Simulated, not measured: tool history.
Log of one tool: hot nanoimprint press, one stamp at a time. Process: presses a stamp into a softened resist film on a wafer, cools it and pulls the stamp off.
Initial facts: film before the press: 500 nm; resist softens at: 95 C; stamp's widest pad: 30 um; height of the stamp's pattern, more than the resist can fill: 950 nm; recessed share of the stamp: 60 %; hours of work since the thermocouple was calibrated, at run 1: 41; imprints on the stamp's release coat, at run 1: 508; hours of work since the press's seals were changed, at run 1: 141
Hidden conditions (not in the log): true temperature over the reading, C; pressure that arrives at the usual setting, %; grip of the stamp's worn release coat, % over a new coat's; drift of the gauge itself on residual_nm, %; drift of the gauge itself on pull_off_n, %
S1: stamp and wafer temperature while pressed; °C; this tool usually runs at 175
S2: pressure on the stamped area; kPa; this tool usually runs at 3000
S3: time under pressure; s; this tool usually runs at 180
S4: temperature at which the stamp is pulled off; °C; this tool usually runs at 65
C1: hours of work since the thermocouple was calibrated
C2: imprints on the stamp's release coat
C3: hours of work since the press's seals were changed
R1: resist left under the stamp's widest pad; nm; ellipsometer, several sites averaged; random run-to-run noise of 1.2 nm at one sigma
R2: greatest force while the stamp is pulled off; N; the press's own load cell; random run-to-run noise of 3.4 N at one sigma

run	day	S1	S2	S3	S4	C1	C2	C3	R1	R2
1	0	175	3000	180	65	41	508	141	176	163
2	2.692	175	3000	180	65	80	754	180	174.9	160
3	4.654	175	3000	180	72	108	934	208	176.1	141
# day 5.512: stamp cleaned and given a new release coat
4	6.562	175	3000	180	72	132	96	232	177.4	142
5	8.142	175	3000	180	72	154	241	255	176.4	138
6	10.738	175	3000	180	72	192	478	292	179	141
7	13.904	175	3000	180	72	237	769	337	176.5	142
# day 16.592: stamp cleaned and given a new release coat
8	16.592	175	3000	180	72	272	0	372	177.2	142
9	17.921	175	3000	180	72	291	121	392	177.5	143
10	20.692	175	3000	180	72	331	375	431	175.5	136
11	22.454	175	3000	180	65	356	537	457	175.9	164
12	25.396	171	3000	180	65	398	806	499	200.3	157
13	27.217	175	3000	91	65	425	973	525	222.2	162
# day 27.662: stamp cleaned and given a new release coat
14	30.675	185	2530	263	65	471	276	571	128.8	166

Run 15, settings as shown, results not yet in. Your forecast:
15	33.592	185	2530	263	65	513	543	613	?	?

{"run 15": {"R1": 128.1, "R2": 165}}
Were there no unlogged condition in the tool, this run, its random variation unchanged, would have produced R1 128 nm, R2 164 N.
